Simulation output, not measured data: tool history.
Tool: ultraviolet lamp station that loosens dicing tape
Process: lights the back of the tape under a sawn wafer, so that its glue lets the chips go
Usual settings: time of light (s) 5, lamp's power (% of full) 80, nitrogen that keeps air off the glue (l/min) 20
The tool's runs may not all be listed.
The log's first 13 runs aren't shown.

run   hour  time of light (s)  lamp's power (% of full)  nitrogen that keeps air off the glue (l/min)  hours of work of the lamp  hours of work since the window was cleaned  force that peels the tape off (N)  light that reached the tape (mJ/cm2)
     442.6  -- window cleaned of glue's vapour, once more
 14  459.8                  5                        66                                            20                        402                                          10                              1.376                                   280
 15  482.4                  5                        96                                            20                        414                                          22                              0.648                                   406
 16  505.2                  5                        97                                            20                        427                                          35                              0.641                                   403
 17  542.3                  5                        63                                            20                        448                                          56                              1.472                                   264
 18  581.0                  7                        68                                            18                        470                                          78                              0.761                                   391
 19  622.4                  4                        68                                            36                        493                                         101                              1.401                                   218
 20  651.0                  5                        67                                            10                        509                                         117                              2.241                                   273
 21  693.6                  5                        67                                            10                        533                                         141                              2.332                                   268
 22  719.3                  5                        80                                            26                        548                                         156                              0.866                                   324
 23  744.6                  8                        60                                             8                        562                                         170                              1.488                                   383
 24  785.0                  3                        89                                            40                        585                                         193                              1.452                                   213
 25  807.5                  3                        89                                            40                        597                                         206                              1.531                                   209
 26  848.4                  4                        80                                            30                        620                                         229                              1.257                                   253
 27  885.0                  4                        80                                            30                        641                                         249                              1.249                                   254
 28  908.5                  4                        86                                            32                        654                                         262                              1.084                                   267
 29  944.9                  4                        86                                            32                        675                                         283                              1.084                                   264
 30  978.4                  6                        85                                             6                        694                                         302                              1.776                                   390

5 ways to go on from here, each from the tool as it stands after run 30. What would each give?
  A  1005.6                  4                        67                                             6                        709                                         317                                  ?                                     ?
  B  1005.6                  5                        80                                            31                        709                                         317                                  ?                                     ?
  C  1005.6                  2                        72                                            19                        709                                         317                                  ?                                     ?
  D  1005.6                  7                        64                                            14                        709                                         317                                  ?                                     ?
  E  1005.6                  5                        73                                            19                        709                                         317                                  ?                                     ?

run  force that peels the tape off (N)  light that reached the tape (mJ/cm2)
  A                              4.162                                   204
  B                              0.831                                   308
  C                              4.606                                   111
  D                              1.202                                   344
  E                              1.453                                   282
Without the tool's hidden state the same runs would have given:
run  force that peels the tape off (N)  light that reached the tape (mJ/cm2)
  A                              3.478                                   244
  B                              0.577                                   367
  C                              3.941                                   132
  D                              0.843                                   410
  E                              1.034                                   335
